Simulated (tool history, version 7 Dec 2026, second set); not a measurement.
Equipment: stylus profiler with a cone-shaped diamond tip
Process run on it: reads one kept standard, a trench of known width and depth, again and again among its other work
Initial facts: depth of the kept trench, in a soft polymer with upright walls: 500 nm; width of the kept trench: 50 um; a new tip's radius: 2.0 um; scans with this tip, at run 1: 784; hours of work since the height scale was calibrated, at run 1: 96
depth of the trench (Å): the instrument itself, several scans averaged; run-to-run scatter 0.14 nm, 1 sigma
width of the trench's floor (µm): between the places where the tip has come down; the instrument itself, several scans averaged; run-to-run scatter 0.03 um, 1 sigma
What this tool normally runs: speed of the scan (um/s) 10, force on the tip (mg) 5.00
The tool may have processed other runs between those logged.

| run | day | speed of the scan (um/s) | force on the tip (mg) | scans with this tip | hours of work since the height scale was calibrated | depth of the trench (Å) | width of the trench's floor (µm) |
|---|---|---|---|---|---|---|---|
| 1 | 0.000 | 10 | 5.00 | 784 | 96 | 5092.3 | 47.26 |
| 2 | 1.575 | 10 | 5.00 | 975 | 120 | 5094.5 | 47.19 |
| 3 | 2.667 | 10 | 5.00 | 1108 | 136 | 5092.6 | 47.19 |
| 4 | 3.867 | 10 | 5.00 | 1254 | 154 | 5095.0 | 47.17 |
| 5 | 4.808 | 10 | 5.00 | 1369 | 168 | 5092.8 | 47.22 |
| 6 | 5.750 | 11 | 5.00 | 1483 | 182 | 5092.7 | 47.21 |
| 7 | 7.329 | 11 | 5.00 | 1675 | 206 | 5089.4 | 47.16 |
| 8 | 8.154 | 11 | 5.00 | 1776 | 218 | 5092.5 | 47.12 |
| 9 | 9.342 | 11 | 5.00 | 1920 | 236 | 5093.0 | 47.09 |
| 10 | 10.888 | 9 | 5.00 | 2108 | 259 | 5088.5 | 47.11 |
| 11 | 12.433 | 9 | 5.00 | 2296 | 282 | 5092.3 | 47.12 |
| 12 | 14.154 | 9 | 5.00 | 2506 | 308 | 5088.0 | 47.10 |
| 13 | 15.671 | 6 | 5.00 | 2690 | 330 | 5090.7 | 47.09 |
| 14 | 17.233 | 2 | 5.00 | 2880 | 354 | 5087.2 | 47.12 |
| 15 | 18.917 | 10 | 5.00 | 3085 | 379 | 5088.2 | 47.08 |
| 16 | 20.450 | 10 | 5.00 | 3271 | 402 | 5084.7 | 47.05 |
| 17 | 21.450 | 4 | 5.00 | 3393 | 417 | 5088.0 | 47.08 |
| 18 | 23.083 | 4 | 5.00 | 3592 | 441 | 5085.0 | 47.07 |
| 19 | 24.425 | 10 | 3.42 | 3755 | 461 | 5067.4 | 47.04 |
| 20 | 25.425 | 10 | 3.42 | 3877 | 476 | 5065.5 | 47.01 |
| 21 | 26.517 | 27 | 5.00 | 4009 | 492 | 5086.4 | 46.94 |
| 22 | 27.821 | 29 | 5.00 | 4168 | 512 | 5085.0 | 46.91 |
| 23 | 28.825 | 12 | 4.50 | 4290 | 527 | 5079.6 | 46.99 |
| 24 | 30.492 | 3 | 6.08 | 4493 | 552 | 5096.7 | 47.09 |
| 25 | 32.396 | 2 | 4.18 | 4725 | 580 | 5076.2 | 46.96 |
| 26 | 34.188 | 5 | 4.25 | 4942 | 607 | 5071.7 | 46.90 |
| 27 | 35.217 | 33 | 5.24 | 5068 | 622 | 5085.4 | 46.85 |
| 28 | 36.183 | 33 | 3.94 | 5185 | 636 | 5069.1 | 46.78 |
| 29 | 37.892 | 3 | 3.94 | 5393 | 662 | 5065.6 | 46.93 |
| 30 | 38.921 | 3 | 3.94 | 5518 | 677 | 5070.3 | 46.91 |
|  | 39.042 | height scale calibrated on a step standard |
| 31 | 40.929 | 34 | 6.09 | 5760 | 28 | 5089.6 | 46.81 |
| 32 | 42.208 | 34 | 6.09 | 5916 | 47 | 5087.7 | 46.81 |
| 33 | 43.858 | 34 | 6.09 | 6116 | 72 | 5082.9 | 46.77 |
| 34 | 45.525 | 10 | 1.76 | 6319 | 97 | 5023.0 | 46.82 |
| 35 | 47.450 | 10 | 1.76 | 6553 | 126 | 5022.9 | 46.82 |
|  | 48.404 | height scale calibrated on a step standard, once more |
| 36 | 49.358 | 8 | 6.86 | 6783 | 14 | 5117.0 | 46.88 |
| 37 | 50.158 | 5 | 6.41 | 6881 | 26 | 5111.8 | 46.81 |
| 38 | 51.992 | 5 | 6.41 | 7104 | 54 | 5110.3 | 46.74 |
| 39 | 53.762 | 10 | 10.92 | 7319 | 80 | 5155.6 | 46.72 |
| 40 | 55.671 | 22 | 13.05 | 7551 | 109 | 5178.1 | 46.73 |
| 41 | 56.762 | 22 | 13.05 | 7684 | 125 | 5179.4 | 46.74 |
| 42 | 58.121 | 12 | 6.62 | 7849 | 145 | 5112.2 | 46.69 |
| 43 | 60.021 | 10 | 6.62 | 8080 | 174 | 5111.0 | 46.78 |
| 44 | 61.238 | 10 | 3.08 | 8228 | 192 | 5067.0 | 46.67 |

5 options for the next run, each taken on its own from the tool as it stands now. Forecast them:
| A | 62.575 | 7 | 5.00 | 8391 | 212 | ? | ? |
| B | 62.575 | 10 | 1.77 | 8391 | 212 | ? | ? |
| C | 62.575 | 9 | 4.85 | 8391 | 212 | ? | ? |
| D | 62.575 | 3 | 2.01 | 8391 | 212 | ? | ? |
| E | 62.575 | 5 | 3.00 | 8391 | 212 | ? | ? |

| run | depth of the trench (Å) | width of the trench's floor (µm) |
|---|---|---|
| A | 5090.1 | 46.69 |
| B | 5042.7 | 46.67 |
| C | 5088.7 | 46.66 |
| D | 5045.6 | 46.73 |
| E | 5065.6 | 46.69 |
With the hidden condition removed and each run's random variation left untouched, the same runs would have given:
| run | depth of the trench (Å) | width of the trench's floor (µm) |
|---|---|---|
| A | 5094.1 | 47.32 |
| B | 5046.7 | 47.30 |
| C | 5092.7 | 47.29 |
| D | 5049.5 | 47.35 |
| E | 5069.6 | 47.32 |
